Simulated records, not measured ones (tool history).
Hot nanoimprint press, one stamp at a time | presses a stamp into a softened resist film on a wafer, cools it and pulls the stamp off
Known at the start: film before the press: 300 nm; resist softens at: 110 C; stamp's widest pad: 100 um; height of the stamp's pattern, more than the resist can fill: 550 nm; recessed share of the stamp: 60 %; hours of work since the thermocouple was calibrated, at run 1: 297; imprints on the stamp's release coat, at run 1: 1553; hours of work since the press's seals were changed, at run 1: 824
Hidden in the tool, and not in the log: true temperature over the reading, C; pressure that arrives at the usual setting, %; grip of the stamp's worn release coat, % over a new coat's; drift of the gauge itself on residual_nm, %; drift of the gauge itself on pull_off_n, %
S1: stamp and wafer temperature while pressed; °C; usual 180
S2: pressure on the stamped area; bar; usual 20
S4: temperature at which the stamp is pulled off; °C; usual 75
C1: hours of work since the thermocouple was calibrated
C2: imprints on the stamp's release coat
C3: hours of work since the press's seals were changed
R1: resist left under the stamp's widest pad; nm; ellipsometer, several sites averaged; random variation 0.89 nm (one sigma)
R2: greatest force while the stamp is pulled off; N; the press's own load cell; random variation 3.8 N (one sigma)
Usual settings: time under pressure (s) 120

run 1 day=0 | S1=180 S2=20 time_under_pressure_(s)=120 S4=75 | C1=297 C2=1553 C3=824 | R1=131 R2=218
-- day=1.775 plate thermocouple calibrated
run 2 day=1.775 | S1=180 S2=20 time_under_pressure_(s)=120 S4=75 | C1=0 C2=1751 C3=853 | R1=125 R2=201
-- day=3.542 stamp cleaned and given a new release coat
-- day=5.308 press's hydraulic seals changed and the load cell set to zero
run 3 day=5.308 | S1=180 S2=20 time_under_pressure_(s)=120 S4=75 | C1=52 C2=173 C3=0 | R1=122.8 R2=182
run 4 day=7.254 | S1=180 S2=20 time_under_pressure_(s)=120 S4=75 | C1=87 C2=407 C3=35 | R1=124 R2=189
run 5 day=9.333 | S1=180 S2=20 time_under_pressure_(s)=120 S4=75 | C1=124 C2=658 C3=71 | R1=125.4 R2=191
run 6 day=12.275 | S1=180 S2=20 time_under_pressure_(s)=120 S4=75 | C1=176 C2=1012 C3=124 | R1=125.4 R2=197
run 7 day=14.762 | S1=180 S2=31.7 time_under_pressure_(s)=120 S4=75 | C1=220 C2=1312 C3=168 | R1=102.7 R2=203
run 8 day=16.812 | S1=183 S2=20 time_under_pressure_(s)=120 S4=75 | C1=257 C2=1558 C3=204 | R1=107.4 R2=209
run 9 day=19.396 | S1=183 S2=20 time_under_pressure_(s)=98 S4=62 | C1=302 C2=1870 C3=250 | R1=119.7 R2=299
-- day=20.15 stamp cleaned and given a new release coat
-- day=21.167 plate thermocouple calibrated
run 10 day=22.038 | S1=191 S2=25.5 time_under_pressure_(s)=132 S4=62 | C1=15 C2=212 C3=290 | R1=57 R2=244
run 11 day=23.638 | S1=180 S2=20 time_under_pressure_(s)=120 S4=65 | C1=44 C2=405 C3=319 | R1=124.1 R2=250
run 12 day=25.704 | S1=189 S2=17.7 time_under_pressure_(s)=120 S4=75 | C1=81 C2=654 C3=355 | R1=83.3 R2=194

Hidden state at the last listed run before each entry between runs and at the first one after, where it differs:
Between runs 1 and 2: plate thermocouple calibrated (day 1.775)
  true temperature over the reading, C: -0.91 -> 0.02; pressure that arrives at the usual setting, %: 95.71 -> 95.57; grip of the stamp's worn release coat, % over a new coat's: 11.4 -> 12.9
  measured less the result without the state, R1: +8.5 -> +2.5 nm; R2: +28 -> +23 N
Between runs 2 and 3: stamp cleaned and given a new release coat (day 3.542); press's hydraulic seals changed and the load cell set to zero (day 5.308)
  true temperature over the reading, C: 0.02 -> -0.13; pressure that arrives at the usual setting, %: 95.57 -> 100.15; grip of the stamp's worn release coat, % over a new coat's: 12.9 -> 1.3
  measured less the result without the state, R1: +2.5 -> +0.8 nm; R2: +23 -> +3 N
Between runs 9 and 10: stamp cleaned and given a new release coat (day 20.15); plate thermocouple calibrated (day 21.167)
  true temperature over the reading, C: -0.89 -> -0.17; pressure that arrives at the usual setting, %: 98.91 -> 98.71; grip of the stamp's worn release coat, % over a new coat's: 13.8 -> 1.6
  measured less the result without the state, R1: +5.9 -> +1 nm; R2: +41 -> +4 N

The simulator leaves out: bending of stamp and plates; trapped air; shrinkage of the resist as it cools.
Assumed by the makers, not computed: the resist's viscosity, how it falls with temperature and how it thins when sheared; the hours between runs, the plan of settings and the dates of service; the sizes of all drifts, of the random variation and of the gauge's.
